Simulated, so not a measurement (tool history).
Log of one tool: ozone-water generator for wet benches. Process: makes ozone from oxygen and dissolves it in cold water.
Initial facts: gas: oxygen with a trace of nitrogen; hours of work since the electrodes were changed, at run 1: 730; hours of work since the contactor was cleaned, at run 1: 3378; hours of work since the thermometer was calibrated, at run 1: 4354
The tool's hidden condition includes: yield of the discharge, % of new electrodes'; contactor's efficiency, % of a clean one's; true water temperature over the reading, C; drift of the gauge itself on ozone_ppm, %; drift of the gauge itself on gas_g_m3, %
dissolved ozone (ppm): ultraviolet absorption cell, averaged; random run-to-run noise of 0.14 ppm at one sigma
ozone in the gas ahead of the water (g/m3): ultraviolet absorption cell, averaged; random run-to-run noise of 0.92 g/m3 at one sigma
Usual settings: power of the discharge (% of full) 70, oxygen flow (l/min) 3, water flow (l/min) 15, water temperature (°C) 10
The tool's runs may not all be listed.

run	hour	power of the discharge (% of full)	oxygen flow (l/min)	water flow (l/min)	water temperature (°C)	hours of work since the electrodes were changed	hours of work since the contactor was cleaned	hours of work since the thermometer was calibrated	dissolved ozone (ppm)	ozone in the gas ahead of the water (g/m3)
1	0	70	3	15	10	730	3378	4354	16.1	155.1
2	86.9	70	3	15	10	793	3440	4416	16.2	155.4
3	183.9	70	3	15	10	862	3509	4486	15.9	154.9
# hour 229.6: water thermometer calibrated
4	277	70	3	15	10	928	3576	34	16.2	155.7
5	359.1	70	3	15	10	987	3634	93	16	155.7
6	439.2	70	3	15	10	1045	3692	150	16	156.3
7	548.7	70	4.9	15	8	1123	3770	228	17	119.9
8	625.1	49	3	12	10	1178	3825	283	14.5	113.7
9	760.3	49	3	12	10	1274	3922	380	14.6	115.6
10	820.6	49	3	12	10	1318	3965	423	14.3	116.5
11	906.1	47	2.76	15	9	1379	4026	484	11.3	116.9

The next listed run, before its measurement:
12	1045.2	70	3.29	12	13	1478	4126	584	?	?

dissolved ozone (ppm): 19.2
ozone in the gas ahead of the water (g/m3): 151.7
With the hidden condition absent and the run-to-run variation left alone, this run would have shown dissolved ozone (ppm) 19.2, ozone in the gas ahead of the water (g/m3) 148.1.
